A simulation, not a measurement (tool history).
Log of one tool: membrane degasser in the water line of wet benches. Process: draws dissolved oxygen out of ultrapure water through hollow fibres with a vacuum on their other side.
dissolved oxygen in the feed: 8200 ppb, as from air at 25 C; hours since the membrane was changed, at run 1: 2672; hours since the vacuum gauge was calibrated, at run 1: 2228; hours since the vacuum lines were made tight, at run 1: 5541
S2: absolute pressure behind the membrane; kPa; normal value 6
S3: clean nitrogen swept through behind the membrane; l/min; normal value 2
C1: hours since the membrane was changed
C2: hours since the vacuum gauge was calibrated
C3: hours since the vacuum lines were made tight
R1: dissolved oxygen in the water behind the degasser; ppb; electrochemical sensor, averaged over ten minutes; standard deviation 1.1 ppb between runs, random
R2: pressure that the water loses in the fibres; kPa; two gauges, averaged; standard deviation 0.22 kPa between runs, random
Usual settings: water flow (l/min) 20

run 1 hour=0 | water_flow_(l/min)=20 S2=6 S3=2 | C1=2672 C2=2228 C3=5541 | R1=114 R2=56.76
run 2 hour=87 | water_flow_(l/min)=20 S2=6 S3=2 | C1=2759 C2=2315 C3=5628 | R1=115.7 R2=56.57
run 3 hour=183.8 | water_flow_(l/min)=20 S2=6 S3=2 | C1=2856 C2=2412 C3=5725 | R1=114.4 R2=57.08
run 4 hour=238.4 | water_flow_(l/min)=27 S2=6 S3=2 | C1=2911 C2=2467 C3=5779 | R1=181.3 R2=76.7
run 5 hour=355.8 | water_flow_(l/min)=27 S2=6 S3=2 | C1=3028 C2=2584 C3=5897 | R1=178.8 R2=77
run 6 hour=477.1 | water_flow_(l/min)=20 S2=6 S3=2 | C1=3149 C2=2705 C3=6018 | R1=113.9 R2=56.51
run 7 hour=593.8 | water_flow_(l/min)=20 S2=6 S3=2 | C1=3266 C2=2822 C3=6135 | R1=116.3 R2=57.37
run 8 hour=703.7 | water_flow_(l/min)=20 S2=7.57 S3=2 | C1=3376 C2=2932 C3=6245 | R1=153.4 R2=57.15
run 9 hour=782.1 | water_flow_(l/min)=20 S2=7.57 S3=2 | C1=3454 C2=3010 C3=6323 | R1=154.4 R2=57.37
run 10 hour=878.8 | water_flow_(l/min)=20 S2=7.57 S3=2 | C1=3551 C2=3107 C3=6420 | R1=152.4 R2=57.21
run 11 hour=987.3 | water_flow_(l/min)=20 S2=6 S3=0.86 | C1=3660 C2=3215 C3=6528 | R1=197.7 R2=57.46
run 12 hour=1068.8 | water_flow_(l/min)=20 S2=6 S3=0.86 | C1=3741 C2=3297 C3=6610 | R1=196.1 R2=57.47
-- hour=1129.2 seals of the vacuum lines changed
run 13 hour=1179.8 | water_flow_(l/min)=20 S2=6 S3=0.86 | C1=3850 C2=3406 C3=51 | R1=199 R2=57.57
-- hour=1187.2 vacuum gauge calibrated
run 14 hour=1291.6 | water_flow_(l/min)=20 S2=6 S3=0.86 | C1=3961 C2=104 C3=162 | R1=203.5 R2=57.63
run 15 hour=1400 | water_flow_(l/min)=21 S2=9.46 S3=5.84 | C1=4070 C2=213 C3=270 | R1=109.5 R2=60.32
run 16 hour=1503.2 | water_flow_(l/min)=17 S2=13.31 S3=2 | C1=4173 C2=316 C3=373 | R1=236.4 R2=48.99
run 17 hour=1567.9 | water_flow_(l/min)=17 S2=13.31 S3=2 | C1=4238 C2=381 C3=438 | R1=234.7 R2=49.05
run 18 hour=1618.7 | water_flow_(l/min)=31 S2=12.91 S3=0.95 | C1=4289 C2=432 C3=489 | R1=747 R2=89.53
run 19 hour=1706.6 | water_flow_(l/min)=12 S2=13.49 S3=2.11 | C1=4376 C2=519 C3=577 | R1=154.6 R2=34.45
run 20 hour=1760.7 | water_flow_(l/min)=29 S2=13.49 S3=3.28 | C1=4431 C2=574 C3=631 | R1=319.6 R2=83.79
-- hour=1831.1 vacuum gauge calibrated, once more
run 21 hour=1837 | water_flow_(l/min)=20 S2=6 S3=1.96 | C1=4506 C2=6 C3=707 | R1=114 R2=57.64
run 22 hour=1931.2 | water_flow_(l/min)=20 S2=12.2 S3=1.13 | C1=4600 C2=100 C3=801 | R1=389.6 R2=58.17
run 23 hour=2035.5 | water_flow_(l/min)=23 S2=12.55 S3=2.28 | C1=4705 C2=204 C3=905 | R1=279.4 R2=66.95
run 24 hour=2130.7 | water_flow_(l/min)=23 S2=12.55 S3=2.28 | C1=4800 C2=300 C3=1000 | R1=279.5 R2=66.54
run 25 hour=2233.4 | water_flow_(l/min)=22 S2=7.54 S3=2.1 | C1=4903 C2=402 C3=1103 | R1=164.7 R2=63.74
run 26 hour=2339.9 | water_flow_(l/min)=28 S2=7.78 S3=3.34 | C1=5009 C2=509 C3=1210 | R1=193.7 R2=81.21
run 27 hour=2434.4 | water_flow_(l/min)=28 S2=7.78 S3=3.34 | C1=5104 C2=603 C3=1304 | R1=192.2 R2=81.15

Selected run-to-run steps in R1, each split into two signed amounts: the part the tool would show with no hidden state at all (from settings, incoming material and random variation), and the remainder, which goes to the hidden state together with any gauge scatter not common to the measured and the hidden-state-free results:
The tool's hidden condition here consists of: membrane still open, %; true pressure behind the membrane over the reading, kPa; air that leaks in behind the membrane, l/min; drift of the gauge itself on oxygen_ppb, %; drift of the gauge itself on loss_of_pressure_kpa, %.
Run 17 -> 18: water flow (l/min) 17 -> 31, S2 13.31 -> 12.91, S3 2 -> 0.95. R1 +512.3 ppb: hidden state +24.9, all else +487.4.
Run 18 -> 19: water flow (l/min) 31 -> 12, S2 12.91 -> 13.49, S3 0.95 -> 2.11. R1 -592.4 ppb: hidden state -29.8, all else -562.6.
